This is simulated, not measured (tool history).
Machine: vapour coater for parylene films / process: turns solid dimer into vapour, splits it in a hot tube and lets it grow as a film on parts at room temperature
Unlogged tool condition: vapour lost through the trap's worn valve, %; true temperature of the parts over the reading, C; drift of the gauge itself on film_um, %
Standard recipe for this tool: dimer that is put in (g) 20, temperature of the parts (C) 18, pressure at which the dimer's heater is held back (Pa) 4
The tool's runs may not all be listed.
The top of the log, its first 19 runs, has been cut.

| run | hour | dimer that is put in (g) | temperature of the parts (C) | pressure at which the dimer's heater is held back (Pa) | hours of work since the trap's valve was overhauled | hours of work since the table's thermometer was calibrated | thickness of the film (um) |
|---|---|---|---|---|---|---|---|
| 20 | 487.3 | 20 | 18 | 5.67 | 231 | 956 | 11.8 |
| 21 | 502.9 | 20 | 18 | 3.46 | 243 | 968 | 12.55 |
| 22 | 523.7 | 24 | 18 | 3.85 | 259 | 983 | 14.86 |
| 23 | 542.5 | 13 | 23 | 3.64 | 273 | 998 | 6.91 |
| 24 | 570.7 | 13 | 23 | 3.64 | 294 | 1019 | 7.08 |
| 25 | 601.2 | 13 | 23 | 3.64 | 317 | 1041 | 7.04 |
| 26 | 632.3 | 19 | 12 | 3.64 | 340 | 1065 | 14.24 |
| 27 | 651.8 | 9 | 23 | 3.64 | 354 | 1079 | 4.82 |
| 28 | 687 | 26 | 23 | 3.64 | 381 | 1106 | 13.9 |
| 29 | 718.3 | 25 | 11 | 4 | 404 | 1129 | 18.81 |
| 30 | 753.5 | 25 | 11 | 3.73 | 430 | 1155 | 18.83 |
| 31 | 787 | 17 | 14 | 4 | 456 | 1180 | 11.86 |
| 32 | 814.8 | 17 | 14 | 4 | 476 | 1201 | 11.79 |
| 33 | 848.8 | 17 | 14 | 4 | 502 | 1227 | 11.78 |
| 34 | 875.8 | 17 | 10 | 8.37 | 522 | 1247 | 12.1 |
| 35 | 891.6 | 23 | 17 | 4.78 | 534 | 1259 | 14.2 |
|  | 901.9 | table's thermometer calibrated |
| 36 | 919.7 | 12 | 18 | 4 | 554 | 13 | 7.43 |
| 37 | 950.1 | 13 | 17 | 6.22 | 577 | 36 | 7.78 |
| 38 | 977.2 | 20 | 19 | 2.62 | 597 | 56 | 12.46 |
| 39 | 995.4 | 20 | 19 | 2.62 | 611 | 70 | 12.57 |
| 40 | 1030.5 | 20 | 12 | 5.76 | 637 | 96 | 14.17 |
| 41 | 1047.9 | 19 | 12 | 6.47 | 650 | 109 | 13.12 |

Forecast each of these 4 alternatives for the next run:
|  | 1053.7 | trap's valve overhauled |
| A | 1073 | 26 | 18 | 4 | 14 | 125 | ? |
|  | 1053.7 | trap's valve overhauled |
| B | 1073 | 22 | 16 | 4 | 14 | 125 | ? |
|  | 1053.7 | trap's valve overhauled |
| C | 1073 | 19 | 12 | 3.02 | 14 | 125 | ? |
|  | 1053.7 | trap's valve overhauled |
| D | 1073 | 34 | 18 | 3.86 | 14 | 125 | ? |

| run | thickness of the film (um) |
|---|---|
| A | 15.85 |
| B | 14.6 |
| C | 13.96 |
| D | 21.03 |
Take away the tool's hidden state, keep each run's random variation, and the runs would have read:
| run | thickness of the film (um) |
|---|---|
| A | 15.85 |
| B | 14.61 |
| C | 13.97 |
| D | 21.04 |
